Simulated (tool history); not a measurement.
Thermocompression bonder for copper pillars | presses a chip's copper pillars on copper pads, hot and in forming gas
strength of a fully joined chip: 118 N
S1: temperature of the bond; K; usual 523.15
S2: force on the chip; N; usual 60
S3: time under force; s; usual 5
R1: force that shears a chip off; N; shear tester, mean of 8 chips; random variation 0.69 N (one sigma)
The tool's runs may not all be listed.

run	hour	S1	S2	S3	R1
1	0	523.15	60	5	56.8
2	32.7	523.15	84	5	69.9
3	64.9	523.15	60	8	64.9
4	92.6	523.15	60	8	65.4
# hour 113.3: forming gas filter changed
5	135.7	523.15	60	8	69.1
6	187.7	523.15	60	8	68.2
7	210.2	523.15	60	8	67.8
8	249.7	523.15	60	8	67.6
9	282.4	523.15	60	8	66.5
10	330.8	523.15	60	8	65.3
11	357.3	523.15	60	8	64.5
12	402.6	523.15	60	8	63.7
13	452.3	523.15	60	5	55.2
14	473.4	523.15	60	5	53.3
15	516.6	523.15	60	5	52.7
16	543.6	523.15	60	5	53.2
17	567.5	523.15	60	8	60.7
# hour 596.4: forming gas filter changed
18	613.2	511.15	39	9	40.8
19	658.2	523.15	82	11	84.4
20	688	523.15	82	11	84.5
21	712.3	523.15	82	11	83.5
22	743.8	523.15	82	11	83
23	794.2	534.15	53	4	53.1
24	828	534.15	53	4	53.8

Run 25 comes next. What will it give?
25	875.7	534.15	77	6	?

{"run 25": {"R1": 74.6}}
Without the tool's hidden state the same run would have given R1 88.5 N.

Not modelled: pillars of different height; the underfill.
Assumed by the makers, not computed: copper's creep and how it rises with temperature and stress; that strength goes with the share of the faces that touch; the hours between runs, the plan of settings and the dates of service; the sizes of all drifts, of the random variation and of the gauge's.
